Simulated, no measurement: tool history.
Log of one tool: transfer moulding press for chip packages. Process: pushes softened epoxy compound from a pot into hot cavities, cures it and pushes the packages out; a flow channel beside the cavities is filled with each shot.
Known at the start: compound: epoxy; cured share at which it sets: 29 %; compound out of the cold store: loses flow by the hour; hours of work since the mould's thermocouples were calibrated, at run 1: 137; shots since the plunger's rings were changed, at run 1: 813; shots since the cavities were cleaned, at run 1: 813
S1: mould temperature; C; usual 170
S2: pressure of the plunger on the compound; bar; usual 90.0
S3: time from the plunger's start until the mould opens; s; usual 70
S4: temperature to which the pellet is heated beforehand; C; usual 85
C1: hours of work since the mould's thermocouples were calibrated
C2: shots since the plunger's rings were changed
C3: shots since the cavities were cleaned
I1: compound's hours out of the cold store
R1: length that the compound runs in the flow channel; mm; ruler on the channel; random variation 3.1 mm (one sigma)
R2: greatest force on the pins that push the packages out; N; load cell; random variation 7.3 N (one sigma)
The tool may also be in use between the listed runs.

Run 1, day 0.000: usual settings; C1 137; C2 813; C3 813; I1 35.7. Result: R1 464 mm, R2 331 N.
At day 0.688: cavities cleaned with cleaning compound and waxed.
Run 2, day 0.688: usual settings; C1 149; C2 1085; C3 0; I1 47.1. Result: R1 438 mm, R2 302 N.
Run 3, day 1.242: usual settings; C1 159; C2 1326; C3 241; I1 23.5. Result: R1 498 mm, R2 318 N.
Run 4, day 1.658: usual settings but S3 102 s; C1 167; C2 1507; C3 422; I1 47.0. Result: R1 431 mm, R2 213 N.
Run 5, day 2.017: usual settings but S3 102 s; C1 173; C2 1663; C3 578; I1 17.4. Result: R1 521 mm, R2 216 N.
Run 6, day 2.646: usual settings but S3 102 s; C1 185; C2 1937; C3 852; I1 14.3. Result: R1 532 mm, R2 201 N.
At day 3.229: cavities cleaned with cleaning compound and waxed.
Run 7, day 3.296: usual settings but S3 102 s; C1 196; C2 2193; C3 30; I1 25.6. Result: R1 497 mm, R2 207 N.
Run 8, day 3.767: usual settings but S2 108.5 bar; C1 205; C2 2397; C3 234; I1 40.0. Result: R1 499 mm, R2 305 N.
Run 9, day 4.496: usual settings but S2 108.5 bar; C1 218; C2 2715; C3 552; I1 23.2. Result: R1 555 mm, R2 328 N.
Run 10, day 4.842: usual settings but S2 108.5 bar; C1 225; C2 2865; C3 702; I1 29.9. Result: R1 530 mm, R2 315 N.
Run 11, day 5.500: usual settings but S2 108.5 bar; C1 237; C2 3151; C3 988; I1 41.4. Result: R1 496 mm, R2 308 N.
At day 5.771: cavities cleaned with cleaning compound and waxed.
Run 12, day 6.325: usual settings but S2 108.5 bar; C1 251; C2 3483; C3 241; I1 28.9. Result: R1 537 mm, R2 308 N.
Run 13, day 6.825: usual settings but S2 108.5 bar; C1 260; C2 3701; C3 459; I1 40.4. Result: R1 498 mm, R2 312 N.
Run 14, day 7.350: usual settings but S2 108.5 bar; C1 270; C2 3929; C3 687; I1 32.7. Result: R1 520 mm, R2 318 N.
Run 15, day 7.842: usual settings but S2 108.5 bar; C1 279; C2 4144; C3 902; I1 24.1. Result: R1 552 mm, R2 324 N.
At day 8.325: cavities cleaned with cleaning compound and waxed.
Run 16, day 8.579: usual settings but S2 108.5 bar; C1 291; C2 4437; C3 110; I1 39.1. Result: R1 500 mm, R2 317 N.
Run 17, day 9.096: usual settings but S1 176 C, S2 70.6 bar; C1 301; C2 4663; C3 336; I1 15.3. Result: R1 467 mm, R2 250 N.
Run 18, day 9.708: usual settings but S1 176 C, S2 70.6 bar; C1 312; C2 4930; C3 603; I1 19.8. Result: R1 451 mm, R2 228 N.
Run 19, day 10.171: usual settings but S1 176 C, S2 70.6 bar; C1 321; C2 5131; C3 804; I1 40.7. Result: R1 394 mm, R2 241 N.
Run 20, day 10.504: usual settings but S3 76 s; C1 327; C2 5275; C3 948; I1 38.3. Result: R1 456 mm, R2 281 N.
At day 10.888: cavities cleaned with cleaning compound and waxed.
Run 21, day 11.088: usual settings but S3 76 s; C1 337; C2 5503; C3 87; I1 36.8. Result: R1 460 mm, R2 262 N.
Run 22, day 11.438: usual settings but S1 164 C, S2 90.6 bar, S3 98 s, S4 79 C; C1 343; C2 5655; C3 239; I1 17.3. Result: R1 540 mm, R2 254 N.
At day 11.850: plunger's sealing rings changed.
Run 23, day 12.204: usual settings but S1 174 C, S4 87 C; C1 356; C2 154; C3 527; I1 18.2. Result: R1 514 mm, R2 257 N.
Run 24, day 12.783: usual settings but S1 172 C, S3 72 s, S4 87 C; C1 366; C2 406; C3 779; I1 27.0. Result: R1 490 mm, R2 264 N.
At day 13.550: cavities cleaned with cleaning compound and waxed.
Run 25, day 13.642: usual settings but S1 172 C, S3 72 s, S4 87 C; C1 381; C2 752; C3 39; I1 26.5. Result: R1 491 mm, R2 268 N.
Run 26, day 14.242: usual settings but S1 172 C, S2 109.4 bar, S3 94 s, S4 92 C; C1 392; C2 1013; C3 300; I1 15.2. Result: R1 585 mm, R2 204 N.
At day 14.617: mould's thermocouples calibrated.
Run 27, day 14.771: usual settings but S1 172 C, S2 109.4 bar, S3 69 s, S4 86 C; C1 3; C2 1206; C3 493; I1 35.5. Result: R1 516 mm, R2 287 N.
Run 28, day 15.146: usual settings but S1 167 C, S2 109.4 bar, S3 69 s, S4 86 C; C1 10; C2 1371; C3 658; I1 21.2. Result: R1 568 mm, R2 424 N.
Run 29, day 15.875: usual settings but S1 167 C, S2 109.4 bar, S3 69 s, S4 86 C; C1 23; C2 1688; C3 975; I1 18.8. Result: R1 581 mm, R2 439 N.

Hidden state at the last listed run before each entry between runs and at the first one after, where it differs:
Between runs 1 and 2: cavities cleaned with cleaning compound and waxed (day 0.688)
  pressure that reaches the compound, % of what is set: 99.98 -> 99.97; grip of the stained cavities, % over clean ones': 0.5 -> 0
Between runs 6 and 7: cavities cleaned with cleaning compound and waxed (day 3.229)
  pressure that reaches the compound, % of what is set: 99.95 -> 99.94; grip of the stained cavities, % over clean ones': 0.5 -> 0
Between runs 11 and 12: cavities cleaned with cleaning compound and waxed (day 5.771)
  pressure that reaches the compound, % of what is set: 99.92 -> 99.91; grip of the stained cavities, % over clean ones': 0.5 -> 0.2
Between runs 15 and 16: cavities cleaned with cleaning compound and waxed (day 8.325)
  pressure that reaches the compound, % of what is set: 99.89 -> 99.88; grip of the stained cavities, % over clean ones': 0.5 -> 0.1
Between runs 20 and 21: cavities cleaned with cleaning compound and waxed (day 10.888)
  grip of the stained cavities, % over clean ones': 0.5 -> 0.1
Between runs 22 and 23: plunger's sealing rings changed (day 11.850)
  pressure that reaches the compound, % of what is set: 99.85 -> 99.99; grip of the stained cavities, % over clean ones': 0.2 -> 0.4
Between runs 24 and 25: cavities cleaned with cleaning compound and waxed (day 13.550)
  pressure that reaches the compound, % of what is set: 99.98 -> 99.97; grip of the stained cavities, % over clean ones': 0.5 -> 0
Between runs 26 and 27: mould's thermocouples calibrated (day 14.617)
  true mould temperature over the reading, C: -0.01 -> 0; pressure that reaches the compound, % of what is set: 99.97 -> 99.96; grip of the stained cavities, % over clean ones': 0.2 -> 0.3
